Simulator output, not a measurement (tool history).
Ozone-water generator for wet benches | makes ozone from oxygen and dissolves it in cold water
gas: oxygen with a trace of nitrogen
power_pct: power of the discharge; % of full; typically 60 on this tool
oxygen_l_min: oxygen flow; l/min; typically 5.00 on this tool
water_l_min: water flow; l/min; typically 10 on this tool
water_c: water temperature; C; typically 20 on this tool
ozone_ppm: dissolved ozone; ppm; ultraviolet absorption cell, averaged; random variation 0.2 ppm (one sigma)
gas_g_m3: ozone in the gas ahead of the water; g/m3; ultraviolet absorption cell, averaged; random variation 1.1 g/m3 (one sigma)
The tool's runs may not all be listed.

{"run": 1, "hour": 0.0, "power_pct": 60, "oxygen_l_min": 5.0, "water_l_min": 10, "water_c": 20, "ozone_ppm": 27.7, "gas_g_m3": 202.0}
{"run": 2, "hour": 92.6, "power_pct": 95, "oxygen_l_min": 5.0, "water_l_min": 10, "water_c": 20, "ozone_ppm": 42.2, "gas_g_m3": 308.8}
{"run": 3, "hour": 188.1, "power_pct": 95, "oxygen_l_min": 5.0, "water_l_min": 10, "water_c": 20, "ozone_ppm": 42.3, "gas_g_m3": 308.9}
{"run": 4, "hour": 254.6, "power_pct": 60, "oxygen_l_min": 5.0, "water_l_min": 10, "water_c": 19, "ozone_ppm": 28.5, "gas_g_m3": 203.3}
{"run": 5, "hour": 308.6, "power_pct": 60, "oxygen_l_min": 5.0, "water_l_min": 10, "water_c": 15, "ozone_ppm": 30.5, "gas_g_m3": 201.6}
{"run": 6, "hour": 363.9, "power_pct": 60, "oxygen_l_min": 5.0, "water_l_min": 10, "water_c": 15, "ozone_ppm": 30.6, "gas_g_m3": 204.4}
{"run": 7, "hour": 459.6, "power_pct": 60, "oxygen_l_min": 5.0, "water_l_min": 10, "water_c": 18, "ozone_ppm": 29.4, "gas_g_m3": 204.2}
{"run": 8, "hour": 536.2, "power_pct": 60, "oxygen_l_min": 5.0, "water_l_min": 10, "water_c": 18, "ozone_ppm": 29.3, "gas_g_m3": 203.1}
{"run": 9, "hour": 619.9, "power_pct": 60, "oxygen_l_min": 5.0, "water_l_min": 10, "water_c": 18, "ozone_ppm": 29.0, "gas_g_m3": 203.4}
{"run": 10, "hour": 711.2, "power_pct": 60, "oxygen_l_min": 5.0, "water_l_min": 10, "water_c": 18, "ozone_ppm": 29.3, "gas_g_m3": 204.2}
{"run": 11, "hour": 810.7, "power_pct": 60, "oxygen_l_min": 5.0, "water_l_min": 10, "water_c": 18, "ozone_ppm": 29.4, "gas_g_m3": 202.5}
{"run": 12, "hour": 903.5, "power_pct": 60, "oxygen_l_min": 5.0, "water_l_min": 10, "water_c": 13, "ozone_ppm": 31.8, "gas_g_m3": 202.2}
{"run": 13, "hour": 1005.8, "power_pct": 60, "oxygen_l_min": 5.0, "water_l_min": 10, "water_c": 13, "ozone_ppm": 32.0, "gas_g_m3": 204.1}
{"run": 14, "hour": 1090.1, "power_pct": 60, "oxygen_l_min": 6.57, "water_l_min": 10, "water_c": 20, "ozone_ppm": 26.5, "gas_g_m3": 175.1}
{"hour": 1112.3, "done": "water thermometer calibrated"}
{"run": 15, "hour": 1173.8, "power_pct": 60, "oxygen_l_min": 6.57, "water_l_min": 10, "water_c": 25, "ozone_ppm": 23.5, "gas_g_m3": 177.8}
{"run": 16, "hour": 1241.8, "power_pct": 60, "oxygen_l_min": 6.57, "water_l_min": 10, "water_c": 25, "ozone_ppm": 23.9, "gas_g_m3": 175.1}
{"run": 17, "hour": 1314.0, "power_pct": 54, "oxygen_l_min": 5.0, "water_l_min": 10, "water_c": 20, "ozone_ppm": 25.7, "gas_g_m3": 187.8}
{"run": 18, "hour": 1415.9, "power_pct": 54, "oxygen_l_min": 5.0, "water_l_min": 10, "water_c": 20, "ozone_ppm": 25.5, "gas_g_m3": 185.6}
{"run": 19, "hour": 1472.8, "power_pct": 54, "oxygen_l_min": 5.0, "water_l_min": 10, "water_c": 20, "ozone_ppm": 25.2, "gas_g_m3": 183.0}
{"run": 20, "hour": 1546.1, "power_pct": 54, "oxygen_l_min": 5.0, "water_l_min": 10, "water_c": 20, "ozone_ppm": 25.6, "gas_g_m3": 187.8}
{"run": 21, "hour": 1599.1, "power_pct": 85, "oxygen_l_min": 6.37, "water_l_min": 10, "water_c": 16, "ozone_ppm": 39.6, "gas_g_m3": 245.6}
{"run": 22, "hour": 1685.6, "power_pct": 85, "oxygen_l_min": 6.37, "water_l_min": 10, "water_c": 16, "ozone_ppm": 39.8, "gas_g_m3": 242.6}
{"run": 23, "hour": 1749.3, "power_pct": 85, "oxygen_l_min": 6.37, "water_l_min": 10, "water_c": 16, "ozone_ppm": 39.5, "gas_g_m3": 242.5}
{"run": 24, "hour": 1815.3, "power_pct": 63, "oxygen_l_min": 2.85, "water_l_min": 7, "water_c": 12, "ozone_ppm": 47.0, "gas_g_m3": 289.7}
{"run": 25, "hour": 1922.6, "power_pct": 43, "oxygen_l_min": 8.14, "water_l_min": 7, "water_c": 12, "ozone_ppm": 27.7, "gas_g_m3": 116.3}
{"run": 26, "hour": 2028.0, "power_pct": 43, "oxygen_l_min": 8.14, "water_l_min": 7, "water_c": 12, "ozone_ppm": 27.7, "gas_g_m3": 115.7}
{"hour": 2065.7, "done": "contactor cleaned"}
{"run": 27, "hour": 2087.4, "power_pct": 43, "oxygen_l_min": 3.88, "water_l_min": 6, "water_c": 18, "ozone_ppm": 31.2, "gas_g_m3": 173.6}
{"run": 28, "hour": 2154.1, "power_pct": 60, "oxygen_l_min": 5.0, "water_l_min": 14, "water_c": 20, "ozone_ppm": 21.4, "gas_g_m3": 201.9}
{"run": 29, "hour": 2228.8, "power_pct": 98, "oxygen_l_min": 5.0, "water_l_min": 14, "water_c": 20, "ozone_ppm": 33.0, "gas_g_m3": 313.4}
{"run": 30, "hour": 2282.3, "power_pct": 50, "oxygen_l_min": 5.0, "water_l_min": 12, "water_c": 13, "ozone_ppm": 23.3, "gas_g_m3": 173.9}
{"run": 31, "hour": 2374.9, "power_pct": 92, "oxygen_l_min": 6.12, "water_l_min": 8, "water_c": 27, "ozone_ppm": 38.7, "gas_g_m3": 266.2}
{"run": 32, "hour": 2454.5, "power_pct": 92, "oxygen_l_min": 6.12, "water_l_min": 8, "water_c": 27, "ozone_ppm": 38.4, "gas_g_m3": 266.6}
{"run": 33, "hour": 2535.8, "power_pct": 92, "oxygen_l_min": 6.12, "water_l_min": 8, "water_c": 27, "ozone_ppm": 38.1, "gas_g_m3": 270.6}

Alternative continuations, all from the tool just after run 33; predict every row:
{"run": "A", "hour": 2614.3, "power_pct": 44, "oxygen_l_min": 8.01, "water_l_min": 8, "water_c": 15, "ozone_ppm": "?", "gas_g_m3": "?"}
{"run": "B", "hour": 2614.3, "power_pct": 49, "oxygen_l_min": 9.0, "water_l_min": 8, "water_c": 13, "ozone_ppm": "?", "gas_g_m3": "?"}
{"run": "C", "hour": 2614.3, "power_pct": 75, "oxygen_l_min": 6.12, "water_l_min": 8, "water_c": 23, "ozone_ppm": "?", "gas_g_m3": "?"}
{"run": "D", "hour": 2614.3, "power_pct": 57, "oxygen_l_min": 3.22, "water_l_min": 8, "water_c": 24, "ozone_ppm": "?", "gas_g_m3": "?"}

run=A ozone_ppm=24.6 gas_g_m3=119.8
run=B ozone_ppm=27.5 gas_g_m3=123.8
run=C ozone_ppm=35.0 gas_g_m3=223.9
run=D ozone_ppm=30.8 gas_g_m3=247.3
Take away the tool's hidden state, keep each run's random variation, and the runs would have read:
run=A ozone_ppm=24.7 gas_g_m3=119.9
run=B ozone_ppm=27.6 gas_g_m3=123.8
run=C ozone_ppm=35.1 gas_g_m3=224.0
run=D ozone_ppm=30.8 gas_g_m3=247.5
